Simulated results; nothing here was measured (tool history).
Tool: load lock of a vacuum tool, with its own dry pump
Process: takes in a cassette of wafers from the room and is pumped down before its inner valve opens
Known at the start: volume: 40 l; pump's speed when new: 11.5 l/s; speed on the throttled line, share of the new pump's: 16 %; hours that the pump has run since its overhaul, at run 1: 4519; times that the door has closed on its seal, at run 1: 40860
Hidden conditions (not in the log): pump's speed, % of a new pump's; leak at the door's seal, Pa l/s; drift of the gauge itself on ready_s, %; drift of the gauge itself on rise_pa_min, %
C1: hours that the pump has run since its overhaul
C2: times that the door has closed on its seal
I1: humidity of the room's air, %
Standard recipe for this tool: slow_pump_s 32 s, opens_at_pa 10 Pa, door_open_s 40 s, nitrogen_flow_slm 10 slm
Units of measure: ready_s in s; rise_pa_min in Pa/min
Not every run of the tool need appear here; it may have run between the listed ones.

run 1 hour=0 | slow_pump_s=32 opens_at_pa=10 door_open_s=40 nitrogen_flow_slm=10 | C1=4519 C2=40860 | I1=44.4 | ready_s=60.7 rise_pa_min=0.102
run 2 hour=289.3 | slow_pump_s=32 opens_at_pa=10 door_open_s=40 nitrogen_flow_slm=10 | C1=4808 C2=42223 | I1=43.5 | ready_s=61.3 rise_pa_min=0.098
run 3 hour=510.9 | slow_pump_s=32 opens_at_pa=10 door_open_s=40 nitrogen_flow_slm=10 | C1=5030 C2=43267 | I1=40.6 | ready_s=61.5 rise_pa_min=0.1
run 4 hour=854.2 | slow_pump_s=32 opens_at_pa=10 door_open_s=40 nitrogen_flow_slm=10 | C1=5373 C2=44884 | I1=44.9 | ready_s=61.7 rise_pa_min=0.105
run 5 hour=1082.5 | slow_pump_s=32 opens_at_pa=10 door_open_s=40 nitrogen_flow_slm=10 | C1=5601 C2=45960 | I1=46.3 | ready_s=61.1 rise_pa_min=0.118
run 6 hour=1370.9 | slow_pump_s=32 opens_at_pa=10 door_open_s=40 nitrogen_flow_slm=10 | C1=5890 C2=47319 | I1=48.9 | ready_s=62.6 rise_pa_min=0.121
run 7 hour=1713.3 | slow_pump_s=32 opens_at_pa=10 door_open_s=40 nitrogen_flow_slm=9 | C1=6232 C2=48932 | I1=44.9 | ready_s=62.1 rise_pa_min=0.118
run 8 hour=1998.7 | slow_pump_s=32 opens_at_pa=10 door_open_s=40 nitrogen_flow_slm=9 | C1=6518 C2=50276 | I1=45.6 | ready_s=62.4 rise_pa_min=0.127
run 9 hour=2170.2 | slow_pump_s=32 opens_at_pa=10 door_open_s=40 nitrogen_flow_slm=10 | C1=6689 C2=51084 | I1=45.8 | ready_s=61.7 rise_pa_min=0.127
run 10 hour=2502.1 | slow_pump_s=32 opens_at_pa=10 door_open_s=40 nitrogen_flow_slm=10 | C1=7021 C2=52648 | I1=41.8 | ready_s=61.9 rise_pa_min=0.126
run 11 hour=2786 | slow_pump_s=32 opens_at_pa=11 door_open_s=40 nitrogen_flow_slm=10 | C1=7305 C2=53985 | I1=43.2 | ready_s=61.9 rise_pa_min=0.131
run 12 hour=3162.8 | slow_pump_s=32 opens_at_pa=10 door_open_s=40 nitrogen_flow_slm=10 | C1=7682 C2=55761 | I1=44.6 | ready_s=62.7 rise_pa_min=0.139
run 13 hour=3448.3 | slow_pump_s=32 opens_at_pa=10 door_open_s=31 nitrogen_flow_slm=10 | C1=7967 C2=57106 | I1=44.2 | ready_s=62 rise_pa_min=0.144
run 14 hour=3817.9 | slow_pump_s=32 opens_at_pa=10 door_open_s=31 nitrogen_flow_slm=10 | C1=8337 C2=58847 | I1=46.1 | ready_s=63.1 rise_pa_min=0.148
run 15 hour=4010.7 | slow_pump_s=32 opens_at_pa=10 door_open_s=31 nitrogen_flow_slm=10 | C1=8530 C2=59755 | I1=47 | ready_s=62.7 rise_pa_min=0.15
run 16 hour=4222.4 | slow_pump_s=32 opens_at_pa=10 door_open_s=31 nitrogen_flow_slm=10 | C1=8741 C2=60753 | I1=45.4 | ready_s=62.7 rise_pa_min=0.152
run 17 hour=4482 | slow_pump_s=32 opens_at_pa=10 door_open_s=31 nitrogen_flow_slm=10 | C1=9001 C2=61975 | I1=46.6 | ready_s=63.7 rise_pa_min=0.155
run 18 hour=4641.9 | slow_pump_s=32 opens_at_pa=10 door_open_s=31 nitrogen_flow_slm=10 | C1=9161 C2=62729 | I1=45 | ready_s=63.3 rise_pa_min=0.16
run 19 hour=4900.3 | slow_pump_s=32 opens_at_pa=10 door_open_s=31 nitrogen_flow_slm=10 | C1=9419 C2=63946 | I1=45.9 | ready_s=62.9 rise_pa_min=0.166
run 20 hour=5226.7 | slow_pump_s=27 opens_at_pa=10 door_open_s=31 nitrogen_flow_slm=10 | C1=9746 C2=65484 | I1=46.8 | ready_s=59.6 rise_pa_min=0.171
-- hour=5295.9 door's seal changed, seat wiped
run 21 hour=5528 | slow_pump_s=27 opens_at_pa=10 door_open_s=31 nitrogen_flow_slm=10 | C1=10045 C2=1094 | I1=46.9 | ready_s=59.7 rise_pa_min=0.033
run 22 hour=5699.3 | slow_pump_s=17 opens_at_pa=8 door_open_s=72 nitrogen_flow_slm=9 | C1=10217 C2=1900 | I1=43.8 | ready_s=52.7 rise_pa_min=0.04
run 23 hour=5937.2 | slow_pump_s=32 opens_at_pa=9 door_open_s=40 nitrogen_flow_slm=4 | C1=10455 C2=3021 | I1=48.3 | ready_s=63.9 rise_pa_min=0.06
run 24 hour=6261.8 | slow_pump_s=32 opens_at_pa=9 door_open_s=40 nitrogen_flow_slm=4 | C1=10779 C2=4550 | I1=47.5 | ready_s=64.6 rise_pa_min=0.062
run 25 hour=6621.4 | slow_pump_s=32 opens_at_pa=9 door_open_s=40 nitrogen_flow_slm=44 | C1=11139 C2=6245 | I1=46 | ready_s=64.4 rise_pa_min=0.02
run 26 hour=6810.1 | slow_pump_s=32 opens_at_pa=9 door_open_s=40 nitrogen_flow_slm=44 | C1=11328 C2=7134 | I1=44.4 | ready_s=64.2 rise_pa_min=0.024
run 27 hour=7076.3 | slow_pump_s=20 opens_at_pa=10 door_open_s=40 nitrogen_flow_slm=5 | C1=11594 C2=8388 | I1=45.7 | ready_s=54.7 rise_pa_min=0.06
run 28 hour=7440.6 | slow_pump_s=24 opens_at_pa=10 door_open_s=40 nitrogen_flow_slm=10 | C1=11958 C2=10104 | I1=42.6 | ready_s=57.8 rise_pa_min=0.041
run 29 hour=7810.6 | slow_pump_s=26 opens_at_pa=12 door_open_s=209 nitrogen_flow_slm=13 | C1=12328 C2=11847 | I1=46 | ready_s=59.4 rise_pa_min=0.077

Run 30 has not been measured yet. What should we expect?
run 30 hour=8039.9 | slow_pump_s=26 opens_at_pa=12 door_open_s=121 nitrogen_flow_slm=13 | C1=12557 C2=12928 | I1=45 | ready_s=? rise_pa_min=?

ready_s: 59.3 s
rise_pa_min: 0.066 Pa/min
Were there no unlogged condition in the tool, this run, its random variation unchanged, would have produced ready_s 53.4 s, rise_pa_min 0.054 Pa/min.

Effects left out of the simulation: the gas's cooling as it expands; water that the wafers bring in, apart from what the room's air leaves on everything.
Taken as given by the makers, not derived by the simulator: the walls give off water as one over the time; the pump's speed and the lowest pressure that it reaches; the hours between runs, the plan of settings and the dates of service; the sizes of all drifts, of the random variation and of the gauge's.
